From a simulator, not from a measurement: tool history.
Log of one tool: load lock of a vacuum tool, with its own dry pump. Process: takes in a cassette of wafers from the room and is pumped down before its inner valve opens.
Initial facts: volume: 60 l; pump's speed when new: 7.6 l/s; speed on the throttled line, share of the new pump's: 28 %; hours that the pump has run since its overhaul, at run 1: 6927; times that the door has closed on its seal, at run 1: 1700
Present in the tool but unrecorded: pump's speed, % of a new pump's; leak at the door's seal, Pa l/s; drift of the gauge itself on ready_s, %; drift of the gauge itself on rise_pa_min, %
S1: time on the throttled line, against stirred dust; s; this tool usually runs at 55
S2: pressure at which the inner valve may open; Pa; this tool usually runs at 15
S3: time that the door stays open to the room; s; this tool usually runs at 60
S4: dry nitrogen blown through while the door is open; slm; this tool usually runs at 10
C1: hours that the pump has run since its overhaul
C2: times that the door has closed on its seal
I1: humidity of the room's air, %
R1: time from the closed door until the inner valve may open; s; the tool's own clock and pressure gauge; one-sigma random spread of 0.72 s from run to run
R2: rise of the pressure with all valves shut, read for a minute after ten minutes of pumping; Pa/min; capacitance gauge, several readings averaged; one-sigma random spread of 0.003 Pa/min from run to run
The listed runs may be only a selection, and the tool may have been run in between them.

Run 1, hour 0.0: usual settings; C1 6927; C2 1700; I1 46.5. Result: R1 123.9 s, R2 0.049 Pa/min.
Run 2, hour 639.8: usual settings but S2 11 Pa; C1 7566; C2 4637; I1 45.2. Result: R1 127.0 s, R2 0.056 Pa/min.
Run 3, hour 1140.0: usual settings; C1 8067; C2 6932; I1 43.5. Result: R1 126.5 s, R2 0.069 Pa/min.
Run 4, hour 1794.6: usual settings; C1 8721; C2 9937; I1 45.8. Result: R1 129.1 s, R2 0.089 Pa/min.
Run 5, hour 2286.6: usual settings but S4 12 slm; C1 9213; C2 12195; I1 43.8. Result: R1 128.9 s, R2 0.103 Pa/min.
Run 6, hour 2957.1: usual settings but S1 46 s; C1 9884; C2 15272; I1 48.4. Result: R1 125.0 s, R2 0.144 Pa/min.
At hour 3154.6: dry pump taken out, an overhauled one fitted.
Run 7, hour 3307.5: usual settings but S1 46 s; C1 153; C2 16853; I1 44.4. Result: R1 102.1 s, R2 0.157 Pa/min.
Run 8, hour 3960.2: usual settings but S2 11 Pa; C1 806; C2 19849; I1 47.1. Result: R1 111.6 s, R2 0.185 Pa/min.
Run 9, hour 4279.2: usual settings but S2 11 Pa; C1 1125; C2 21312; I1 45.2. Result: R1 115.6 s, R2 0.207 Pa/min.
Run 10, hour 4831.0: usual settings but S1 36 s, S2 11 Pa; C1 1676; C2 23845; I1 44.4. Result: R1 100.3 s, R2 0.232 Pa/min.
Run 11, hour 5217.9: usual settings but S1 36 s, S2 11 Pa; C1 2063; C2 25621; I1 45.9. Result: R1 101.0 s, R2 0.244 Pa/min.
Run 12, hour 5731.2: usual settings but S1 36 s, S2 11 Pa; C1 2577; C2 27977; I1 46.5. Result: R1 102.3 s, R2 0.289 Pa/min.
Run 13, hour 6319.2: usual settings but S1 33 s; C1 3165; C2 30675; I1 43.2. Result: R1 99.4 s, R2 0.323 Pa/min.
Run 14, hour 6931.4: usual settings but S1 33 s; C1 3777; C2 33485; I1 44.9. Result: R1 100.9 s, R2 0.368 Pa/min.
Run 15, hour 7556.4: usual settings but S1 33 s; C1 4402; C2 36353; I1 45.3. Result: R1 102.8 s, R2 0.407 Pa/min.
Run 16, hour 7945.7: usual settings but S4 41 slm; C1 4791; C2 38140; I1 45.5. Result: R1 117.1 s, R2 0.432 Pa/min.
Run 17, hour 8236.0: usual settings but S4 41 slm; C1 5081; C2 39473; I1 45.5. Result: R1 119.3 s, R2 0.442 Pa/min.
Run 18, hour 8840.6: usual settings but S2 19 Pa, S4 37 slm; C1 5686; C2 42247; I1 44.6. Result: R1 116.6 s, R2 0.513 Pa/min.
Run 19, hour 9159.4: usual settings but S1 106 s, S2 21 Pa, S3 165 s, S4 26 slm; C1 6005; C2 43710; I1 45.0. Result: R1 150.7 s, R2 0.557 Pa/min.
Run 20, hour 9628.1: usual settings but S1 60 s, S2 19 Pa, S3 29 s; C1 6473; C2 45861; I1 47.2. Result: R1 122.7 s, R2 0.571 Pa/min.
Run 21, hour 9983.3: usual settings but S1 60 s, S2 19 Pa, S3 29 s; C1 6829; C2 47492; I1 48.0. Result: R1 122.2 s, R2 0.607 Pa/min.
Run 22, hour 10304.3: usual settings but S1 60 s, S2 22 Pa, S3 29 s, S4 4 slm; C1 7150; C2 48965; I1 45.1. Result: R1 121.4 s, R2 0.650 Pa/min.
Run 23, hour 10915.2: usual settings but S1 29 s, S2 20 Pa, S3 65 s, S4 13 slm; C1 7761; C2 51769; I1 43.6. Result: R1 102.6 s, R2 0.698 Pa/min.
Run 24, hour 11270.8: usual settings but S2 28 Pa; C1 8116; C2 53401; I1 46.4. Result: R1 116.1 s, R2 0.753 Pa/min.
At hour 11375.8: door's seal changed, seat wiped.
Run 25, hour 11879.4: usual settings but S2 28 Pa, S3 33 s, S4 19 slm; C1 8723; C2 2311; I1 45.4. Result: R1 118.1 s, R2 0.040 Pa/min.
Run 26, hour 12265.6: usual settings but S2 28 Pa, S3 104 s, S4 20 slm; C1 9110; C2 4084; I1 47.1. Result: R1 118.9 s, R2 0.064 Pa/min.
Run 27, hour 12920.5: usual settings but S2 28 Pa, S3 104 s, S4 20 slm; C1 9764; C2 7089; I1 42.8. Result: R1 121.9 s, R2 0.075 Pa/min.
At hour 13230.3: dry pump taken out, an overhauled one fitted.
Run 28, hour 13310.3: usual settings but S2 30 Pa, S4 39 slm; C1 80; C2 8851; I1 45.7. Result: R1 103.6 s, R2 0.072 Pa/min.
Run 29, hour 13968.7: usual settings but S1 70 s, S2 13 Pa, S3 88 s; C1 738; C2 11873; I1 41.3. Result: R1 123.2 s, R2 0.113 Pa/min.
Run 30, hour 14546.6: usual settings but S2 26 Pa, S4 39 slm; C1 1316; C2 14525; I1 43.8. Result: R1 106.9 s, R2 0.122 Pa/min.
Run 31, hour 14967.8: usual settings but S2 26 Pa, S3 178 s, S4 39 slm; C1 1738; C2 16458; I1 47.1. Result: R1 109.5 s, R2 0.149 Pa/min.
Run 32, hour 15627.7: usual settings but S2 26 Pa, S3 178 s, S4 7 slm; C1 2397; C2 19486; I1 40.5. Result: R1 109.9 s, R2 0.201 Pa/min.
Run 33, hour 15942.7: usual settings but S2 28 Pa, S4 4 slm; C1 2712; C2 20932; I1 47.2. Result: R1 108.6 s, R2 0.204 Pa/min.
Run 34, hour 16263.6: usual settings but S1 70 s, S2 28 Pa, S4 4 slm; C1 3033; C2 22405; I1 44.8. Result: R1 119.5 s, R2 0.225 Pa/min.

How the hidden state differs across the entries between the runs, from the last listed run before each to the first after it:
From run 6 to run 7: dry pump taken out, an overhauled one fitted (hour 3154.6)
  pump's speed, % of a new pump's: 72.3 -> 100.5; leak at the door's seal, Pa l/s: 0.1033 -> 0.1158
  measured minus no-state result, R1: +22.2 -> -0.3 s; R2: +0.102 -> +0.114 Pa/min
From run 24 to run 25: door's seal changed, seat wiped (hour 11375.8)
  pump's speed, % of a new pump's: 79.3 -> 77.7; leak at the door's seal, Pa l/s: 0.7019 -> 0.0134
  measured minus no-state result, R1: +12.8 -> +14.1 s; R2: +0.710 -> +0.011 Pa/min
From run 27 to run 28: dry pump taken out, an overhauled one fitted (hour 13230.3)
  pump's speed, % of a new pump's: 74.9 -> 99.8; leak at the door's seal, Pa l/s: 0.0407 -> 0.0515
  measured minus no-state result, R1: +16.7 -> +0.0 s; R2: +0.038 -> +0.048 Pa/min
